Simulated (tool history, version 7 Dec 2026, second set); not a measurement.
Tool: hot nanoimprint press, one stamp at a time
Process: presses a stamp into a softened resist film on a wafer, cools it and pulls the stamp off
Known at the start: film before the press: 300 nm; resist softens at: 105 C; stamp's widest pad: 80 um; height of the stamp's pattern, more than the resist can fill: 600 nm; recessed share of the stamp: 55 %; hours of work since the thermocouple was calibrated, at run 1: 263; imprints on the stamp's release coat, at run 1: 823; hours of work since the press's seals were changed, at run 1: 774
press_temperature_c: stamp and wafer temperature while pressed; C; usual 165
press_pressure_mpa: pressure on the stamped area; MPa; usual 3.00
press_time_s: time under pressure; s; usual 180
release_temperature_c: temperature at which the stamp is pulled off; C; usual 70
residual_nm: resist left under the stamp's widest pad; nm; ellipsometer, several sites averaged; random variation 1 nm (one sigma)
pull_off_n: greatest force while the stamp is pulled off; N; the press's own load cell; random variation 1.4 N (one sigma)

run	hour	press_temperature_c	press_pressure_mpa	press_time_s	release_temperature_c	hours of work since the thermocouple was calibrated	imprints on the stamp's release coat	hours of work since the press's seals were changed	residual_nm	pull_off_n
1	0.0	165	3.00	180	70	263	823	774	164.9	130
2	55.7	165	4.34	180	70	297	995	808	142.0	130
3	91.2	165	4.34	180	70	319	1105	830	143.0	132
4	149.4	165	4.34	91	70	355	1285	866	180.3	131
5	203.8	165	4.34	91	70	389	1453	900	183.5	135
# hour 229.6: press's hydraulic seals changed and the load cell set to zero
6	265.8	165	4.34	91	70	422	1620	22	179.6	136
7	296.8	165	3.00	180	55	441	1715	41	167.4	152
# hour 327.6: plate thermocouple calibrated
# hour 338.5: stamp cleaned and given a new release coat
8	341.3	165	3.00	180	55	5	8	63	182.7	132
9	378.3	165	3.00	180	55	28	122	86	181.2	135
10	419.2	165	3.00	180	61	53	249	111	184.3	130
11	444.4	165	3.00	180	61	68	327	127	186.6	132
12	483.3	165	3.00	180	61	92	447	151	184.4	134
13	527.6	154	2.75	162	64	120	584	178	275.2	133
# hour 550.0: plate thermocouple calibrated, once more
14	577.4	165	4.07	252	70	17	729	207	112.7	127
15	627.8	165	4.07	252	58	48	884	238	115.8	137
16	677.7	153	4.07	252	62	79	1038	269	218.3	136
17	703.5	153	4.07	252	62	95	1118	285	219.9	138
18	738.8	165	3.68	130	70	116	1227	307	158.9	131
19	765.8	165	3.68	130	70	133	1311	323	157.4	133
20	791.2	164	3.00	269	75	149	1389	339	142.9	130
21	830.3	168	3.00	217	63	173	1510	363	126.1	143

Forecast each of these 4 alternatives for the next run:
A	865.0	169	3.00	123	64	194	1617	385	?	?
B	865.0	166	4.15	156	70	194	1617	385	?	?
C	865.0	165	2.64	180	70	194	1617	385	?	?
D	865.0	168	3.00	155	66	194	1617	385	?	?

run	residual_nm	pull_off_n
A	146.9	142
B	135.6	134
C	166.0	135
D	142.8	138
Without the tool's hidden state the same runs would have given:
run	residual_nm	pull_off_n
A	138.9	126
B	127.1	119
C	157.4	120
D	134.8	123
